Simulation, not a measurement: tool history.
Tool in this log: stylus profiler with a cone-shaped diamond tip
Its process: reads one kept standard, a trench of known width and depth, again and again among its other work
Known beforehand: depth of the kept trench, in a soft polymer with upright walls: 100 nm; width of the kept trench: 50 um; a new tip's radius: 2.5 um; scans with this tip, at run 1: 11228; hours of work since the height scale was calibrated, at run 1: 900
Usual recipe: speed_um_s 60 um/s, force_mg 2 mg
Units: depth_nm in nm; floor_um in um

run   hour  speed_um_s  force_mg  scans with this tip  hours of work since the height scale was calibrated  depth_nm  floor_um
  1      0          60         2                11228                                                  900    101.34     47.66
  2   13.4          60         2                11343                                                  909    101.39     47.67
  3   35.2          60         2                11531                                                  924    101.45     47.69
  4     56          60         2                11710                                                  938    101.31     47.67
  5   68.9          60         2                11820                                                  947    101.19     47.69
  6   91.9          60         2                12018                                                  963     101.4     47.68
  7  111.8          60         2                12190                                                  977     101.4     47.61
  8  129.5          60         2                12342                                                  989    101.44     47.64
  9  151.4          60         2                12531                                                 1004     101.4     47.63
 10  167.9          60         2                12672                                                 1016    101.33      47.6
 11  179.4          60         2                12771                                                 1024    101.46      47.6
 12  202.9          60      1.57                12973                                                 1040    101.17     47.56
 13  221.8          60      1.57                13136                                                 1053    101.22     47.58
 14  237.5          60         2                13271                                                 1064    101.43     47.59
 15  258.7          60         2                13453                                                 1078    101.21     47.62
 16  270.2          60      0.77                13553                                                 1086    101.08     47.32
 17  282.7          60      0.77                13660                                                 1095    100.95     47.35
     299.8  -- new tip fitted, height scale calibrated
 18  305.9          42         2                   53                                                    4    100.75     48.36
 19  320.3          42         2                  176                                                   14    100.95     48.31
 20    337          60         2                  320                                                   26     100.9     48.27
 21  350.6          60         2                  438                                                   35    100.68     48.24
 22  370.8          60         2                  611                                                   49    100.86     48.21
 23    383          60         2                  716                                                   57    100.92     48.16
 24  401.6          50         2                  877                                                   70    100.86     48.24
 25  413.5          50         2                  979                                                   78    100.98     48.27
 26  438.3          50         2                 1192                                                   96    100.88     48.23
 27  456.5         121         2                 1349                                                  108    100.83      47.8
 28  476.4          21      5.11                 1520                                                  122    101.69     48.46
 29  487.7          21      5.11                 1617                                                  130    101.65      48.4
 30  505.2         137      5.43                 1767                                                  142    101.77     48.01
 31  526.6          21      5.03                 1952                                                  156     101.4     48.41
 32  550.1          50      3.04                 2154                                                  173    101.31     48.26
 33  561.7          70      2.94                 2254                                                  181    101.18     48.07
 34  578.7          70      2.94                 2400                                                  192    101.15     48.14
 35  604.4         144      2.96                 2621                                                  210    101.18     47.74
 36  630.5          18      2.96                 2846                                                  228    101.32     48.33
 37    649         195      1.49                 3005                                                  241    100.87     47.11
 38  663.3         195      1.49                 3128                                                  251    100.79     47.09
 39  687.7         100      2.44                 3337                                                  267    101.32     47.81
 40  711.5          43      3.67                 3542                                                  284    101.37     48.23
 41  732.4         133      1.05                 3723                                                  298    100.87     47.29
 42  756.6         133      1.05                 3931                                                  315    100.72     47.28
 43  774.1          68         2                 4081                                                  327    100.91     48.02
 44  797.9          68         2                 4286                                                  343    100.91     47.96
 45  811.8         174      1.15                 4405                                                  353    100.91        47
 46  827.7         144      2.71                 4542                                                  364    101.36     47.58

Across each entry between runs, compare the hidden state at the last listed run before it with the hidden state at the first listed run after it:
After run 17, before run 18: new tip fitted, height scale calibrated (hour 299.8)
  radius of the tip, um: 5.28 -> 2.48; height scale over the true one, %: 0.543 -> 0.002
  measured result minus the result with no hidden state, depth_nm: +0.55 -> +0 nm; floor_um: -0.64 -> +0 um

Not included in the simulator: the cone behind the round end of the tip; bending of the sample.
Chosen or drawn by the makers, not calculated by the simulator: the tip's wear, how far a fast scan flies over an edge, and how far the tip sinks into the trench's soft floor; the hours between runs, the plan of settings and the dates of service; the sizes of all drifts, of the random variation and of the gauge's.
